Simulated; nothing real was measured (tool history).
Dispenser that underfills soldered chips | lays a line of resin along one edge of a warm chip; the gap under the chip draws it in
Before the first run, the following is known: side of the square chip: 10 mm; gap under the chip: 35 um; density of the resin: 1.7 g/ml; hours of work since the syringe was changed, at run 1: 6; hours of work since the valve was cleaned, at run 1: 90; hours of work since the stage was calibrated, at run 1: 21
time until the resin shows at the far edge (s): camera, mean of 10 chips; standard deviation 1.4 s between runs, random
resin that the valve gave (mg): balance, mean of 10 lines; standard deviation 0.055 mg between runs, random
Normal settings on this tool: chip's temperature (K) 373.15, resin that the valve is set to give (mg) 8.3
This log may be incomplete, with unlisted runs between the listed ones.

run,day,chip's temperature (K),resin that the valve is set to give (mg),hours of work since the syringe was changed,hours of work since the valve was cleaned,hours of work since the stage was calibrated,time until the resin shows at the far edge (s),resin that the valve gave (mg)
1,0,373.15,8.3,6,90,21,177.8,7.73
# day 0.271: new syringe of resin
2,0.333,373.15,8.3,1,95,26,146.2,7.77
# day 0.508: dispensing valve cleaned and set on the balance
3,0.812,373.15,8.3,8,5,33,206.3,8.28
# day 0.988: new syringe of resin
4,1.121,373.15,8.3,2,10,38,151.6,8.28
# day 1.612: new syringe of resin
5,1.633,373.15,7.88,0,18,46,134.2,7.72
6,1.946,373.15,8.45,5,23,51,176.8,8.38
# day 2.258: new syringe of resin
7,2.346,373.15,7.57,1,29,57,147.8,7.41
8,2.708,373.15,7.57,7,35,63,196.9,7.34
# day 2.942: new syringe of resin
9,3.329,373.15,7.14,6,44,72,199.8,6.96
# day 3.579: new syringe of resin
10,4,373.15,8.62,7,55,83,185.2,8.33
# day 4.258: new syringe of resin
11,4.471,388.15,8.3,3,62,90,98.2,7.96
# day 4.896: new syringe of resin
12,5.104,373.15,8.3,3,72,100,159.9,7.87
# day 5.55: new syringe of resin
13,5.788,361.15,8.3,4,83,111,263.5,7.68
14,6.108,361.15,8.3,9,88,116,336.4,7.86
# day 6.171: new syringe of resin
15,6.45,361.15,10.66,4,93,121,257.8,9.94
# day 6.771: dispensing valve cleaned and set on the balance
# day 6.833: new syringe of resin
16,6.833,361.15,10.66,0,1,127,202.2,10.62
# day 7.454: new syringe of resin
17,7.467,361.15,10.66,0,11,137,211.6,10.43
18,7.904,361.15,9.42,7,18,144,302,9.27
# day 8.079: new syringe of resin
19,8.354,361.15,8,4,25,151,263.8,7.95
# day 8.721: new syringe of resin
20,8.962,359.15,9.95,4,34,160,275.6,9.76
# day 9.346: new syringe of resin
21,9.542,373.15,8.27,3,43,169,163.2,7.99
22,9.888,376.15,7.81,9,49,175,196.9,7.52
# day 10.008: new syringe of resin
23,10.525,376.15,7.81,8,59,185,194.8,7.35
# day 10.654: new syringe of resin
24,10.842,374.15,7.61,3,64,190,159.6,7.26
25,11.179,374.15,7.52,8,69,195,211.5,7.11
# day 11.292: new syringe of resin
26,11.775,374.15,7.52,8,78,204,206.1,7.03
# day 11.925: new syringe of resin
27,12.133,379.15,8.54,3,84,210,136,8
# day 12.575: new syringe of resin
28,12.8,379.15,8.54,4,94,220,138.6,7.93
# day 13.05: dispensing valve cleaned and set on the balance
# day 13.238: new syringe of resin
29,13.238,379.15,8.54,0,3,227,113.2,8.49
30,13.821,361.15,9.45,9,12,236,342.5,9.28
# day 13.892: new syringe of resin
# day 14.512: new syringe of resin
31,14.512,373.15,10.53,0,23,247,139.9,10.4
32,15.004,373.15,10.53,8,31,254,203.6,10.27
# day 15.175: new syringe of resin
33,15.638,371.15,8.69,7,41,264,219.3,8.39
# day 15.792: new syringe of resin
34,16,358.15,9.87,3,46,270,278.1,9.49
# day 16.458: new syringe of resin
35,16.538,372.15,7.5,1,55,278,167.7,7.18

Alternative continuations, all from the tool just after run 35; predict every row:
A,16.854,372.15,9.45,6,60,283,?,?
B,16.854,369.15,10.54,6,60,283,?,?
C,16.854,373.15,10.78,6,60,283,?,?
D,16.854,383.15,8.46,6,60,283,?,?

run,time until the resin shows at the far edge (s),resin that the valve gave (mg)
A,199,8.94
B,219.9,10.09
C,187.7,10.34
D,138.8,8.01
Stripped of hidden state, with their random variation kept, the same runs would have yielded:
run,time until the resin shows at the far edge (s),resin that the valve gave (mg)
A,134.5,9.36
B,149,10.56
C,127.5,10.83
D,93.8,8.39
